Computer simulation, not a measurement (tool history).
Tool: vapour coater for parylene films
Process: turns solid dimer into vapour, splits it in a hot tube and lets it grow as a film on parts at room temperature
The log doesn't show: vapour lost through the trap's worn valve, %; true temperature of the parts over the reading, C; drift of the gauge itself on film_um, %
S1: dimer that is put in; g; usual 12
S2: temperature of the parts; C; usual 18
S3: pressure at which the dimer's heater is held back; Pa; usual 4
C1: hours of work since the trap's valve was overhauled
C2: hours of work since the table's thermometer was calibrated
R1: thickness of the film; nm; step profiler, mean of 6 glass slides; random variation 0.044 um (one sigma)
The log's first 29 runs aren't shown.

{"run": 30, "hour": 1693.7, "S1": 11, "S2": 18, "S3": 4, "C1": 507, "C2": 47, "R1": 8010}
{"run": 31, "hour": 1742.7, "S1": 6, "S2": 15, "S3": 2.51, "C1": 548, "C2": 88, "R1": 5130}
{"hour": 1777.9, "done": "trap's valve overhauled"}
{"run": 32, "hour": 1829.3, "S1": 14, "S2": 12, "S3": 7.21, "C1": 44, "C2": 159, "R1": 13560}
{"run": 33, "hour": 1878.6, "S1": 12, "S2": 14, "S3": 3.54, "C1": 86, "C2": 201, "R1": 11030}
{"run": 34, "hour": 1927.0, "S1": 12, "S2": 14, "S3": 3.54, "C1": 127, "C2": 242, "R1": 10980}
{"run": 35, "hour": 1975.5, "S1": 12, "S2": 15, "S3": 5.65, "C1": 169, "C2": 284, "R1": 10140}
{"run": 36, "hour": 2028.1, "S1": 6, "S2": 24, "S3": 9.53, "C1": 214, "C2": 329, "R1": 3260}
{"run": 37, "hour": 2079.1, "S1": 12, "S2": 10, "S3": 10.85, "C1": 257, "C2": 372, "R1": 11850}
{"run": 38, "hour": 2164.9, "S1": 18, "S2": 23, "S3": 10.68, "C1": 330, "C2": 445, "R1": 9900}
{"run": 39, "hour": 2213.7, "S1": 6, "S2": 12, "S3": 10.68, "C1": 372, "C2": 487, "R1": 5380}
{"run": 40, "hour": 2286.5, "S1": 6, "S2": 12, "S3": 10.68, "C1": 434, "C2": 549, "R1": 5300}
{"run": 41, "hour": 2334.7, "S1": 6, "S2": 12, "S3": 10.68, "C1": 475, "C2": 590, "R1": 5280}
{"run": 42, "hour": 2407.9, "S1": 6, "S2": 12, "S3": 10.68, "C1": 538, "C2": 653, "R1": 5240}
{"hour": 2458.7, "done": "trap's valve overhauled"}
{"run": 43, "hour": 2483.1, "S1": 6, "S2": 12, "S3": 10.68, "C1": 21, "C2": 714, "R1": 5610}
{"run": 44, "hour": 2546.8, "S1": 15, "S2": 10, "S3": 2.92, "C1": 75, "C2": 768, "R1": 16610}
{"run": 45, "hour": 2615.9, "S1": 12, "S2": 18, "S3": 6.07, "C1": 134, "C2": 827, "R1": 8670}
{"run": 46, "hour": 2685.6, "S1": 12, "S2": 18, "S3": 6.07, "C1": 194, "C2": 887, "R1": 8590}

Forecast each of these 3 alternatives for the next run:
{"run": "A", "hour": 2739.2, "S1": 12, "S2": 18, "S3": 6.07, "C1": 240, "C2": 932, "R1": "?"}
{"run": "B", "hour": 2739.2, "S1": 12, "S2": 25, "S3": 3.04, "C1": 240, "C2": 932, "R1": "?"}
{"run": "C", "hour": 2739.2, "S1": 5, "S2": 14, "S3": 4.37, "C1": 240, "C2": 932, "R1": "?"}

run=A R1=8650
run=B R1=6590
run=C R1=4390
Without the tool's hidden state the same runs would have given:
run=A R1=9110
run=B R1=6950
run=C R1=4630

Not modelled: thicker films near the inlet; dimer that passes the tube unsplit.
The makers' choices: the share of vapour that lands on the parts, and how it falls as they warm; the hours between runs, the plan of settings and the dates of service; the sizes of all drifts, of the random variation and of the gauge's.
